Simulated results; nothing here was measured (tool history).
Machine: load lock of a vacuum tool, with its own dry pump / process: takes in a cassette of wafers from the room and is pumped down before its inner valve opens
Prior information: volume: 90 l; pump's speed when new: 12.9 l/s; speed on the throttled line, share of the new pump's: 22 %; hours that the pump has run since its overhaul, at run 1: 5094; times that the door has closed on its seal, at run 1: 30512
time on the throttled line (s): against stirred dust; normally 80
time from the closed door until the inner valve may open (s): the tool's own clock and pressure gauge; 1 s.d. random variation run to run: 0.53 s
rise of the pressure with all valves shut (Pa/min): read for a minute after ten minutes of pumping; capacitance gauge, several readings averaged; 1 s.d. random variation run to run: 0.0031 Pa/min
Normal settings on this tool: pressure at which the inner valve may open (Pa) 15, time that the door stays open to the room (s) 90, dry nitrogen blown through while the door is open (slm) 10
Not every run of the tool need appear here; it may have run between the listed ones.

run,hour,time on the throttled line (s),pressure at which the inner valve may open (Pa),time that the door stays open to the room (s),dry nitrogen blown through while the door is open (slm),hours that the pump has run since its overhaul,times that the door has closed on its seal,"incoming humidity of the room's air, %",time from the closed door until the inner valve may open (s),rise of the pressure with all valves shut (Pa/min)
1,0,80,15,90,10,5094,30512,44.5,125.5,0.267
2,305.1,80,15,90,10,5400,32004,41.8,124.8,0.271
3,566.8,80,15,90,10,5661,33283,45.5,125.4,0.283
4,759.3,80,15,90,10,5854,34224,45.9,126.2,0.306
5,1110.6,80,26,90,10,6205,35941,45.8,121.3,0.321
6,1564.6,80,15,90,30,6659,38160,44.5,126.2,0.317
7,2007.3,80,15,90,30,7102,40324,46.9,126.1,0.348
8,2245.5,80,17,90,10,7340,41488,49.2,125.6,0.383
9,2568.8,80,15,90,9,7663,43068,43.6,126.4,0.402
10,2829,80,15,90,9,7923,44340,44.3,126.8,0.412
11,3234.3,102,15,90,9,8329,46321,45.7,143,0.443
12,3530.9,80,15,90,10,8625,47771,43.5,127.1,0.45
13,3741.1,80,15,90,10,8835,48798,44.5,127.1,0.467
14,4163.2,80,15,90,36,9258,50861,44.9,126.8,0.484
15,4591.1,80,15,90,36,9686,52953,45.2,126.9,0.513
16,4920.7,42,10,108,11,10015,54564,47.7,100.2,0.554
17,5238.5,80,11,31,4,10333,56117,44.5,129.4,0.564
18,5547.8,80,12,90,7,10642,57629,44.3,128.3,0.594
19,5975.8,80,15,66,10,11070,59721,46,127.8,0.636
20,6186.2,80,15,66,10,11281,60749,44.4,126.6,0.646
21,6570,80,15,66,10,11664,62625,44.9,127,0.681
# hour 6865.2: door's seal changed, seat wiped
22,6987.9,80,15,66,10,12081,600,47.9,127.2,0.057
23,7368.7,80,15,66,10,12462,2461,43.2,127,0.062
24,7563.7,57,15,45,20,12657,3414,47.8,109.9,0.042
25,7816.6,80,14,59,10,12909,4650,46.1,127.9,0.062
26,8140.1,41,12,90,25,13233,6231,44,98.6,0.058
27,8445.3,41,12,90,14,13538,7723,43,99.7,0.084
28,8887.9,41,12,90,14,13981,9886,44.6,99,0.097
29,9210.5,52,19,90,14,14303,11463,45.3,104.1,0.102
30,9643.9,47,19,30,14,14737,13582,45,101.4,0.088

Predict each of these 5 candidate next runs independently; none follows another, all start after run 30:
A,9837.7,80,14,26,10,14931,14529,45.4,?,?
B,9837.7,42,15,90,10,14931,14529,45.1,?,?
C,9837.7,47,14,60,14,14931,14529,47.7,?,?
D,9837.7,70,12,61,14,14931,14529,47.2,?,?
E,9837.7,80,15,90,15,14931,14529,46.2,?,?

run,time from the closed door until the inner valve may open (s),rise of the pressure with all valves shut (Pa/min)
A,128.3,0.096
B,98.7,0.126
C,103.3,0.114
D,122.7,0.108
E,127.3,0.121
Stripped of hidden state, with their random variation kept, the same runs would have yielded:
run,time from the closed door until the inner valve may open (s),rise of the pressure with all valves shut (Pa/min)
A,124.9,0.032
B,94.7,0.062
C,99.3,0.048
D,118.9,0.045
E,123.9,0.057

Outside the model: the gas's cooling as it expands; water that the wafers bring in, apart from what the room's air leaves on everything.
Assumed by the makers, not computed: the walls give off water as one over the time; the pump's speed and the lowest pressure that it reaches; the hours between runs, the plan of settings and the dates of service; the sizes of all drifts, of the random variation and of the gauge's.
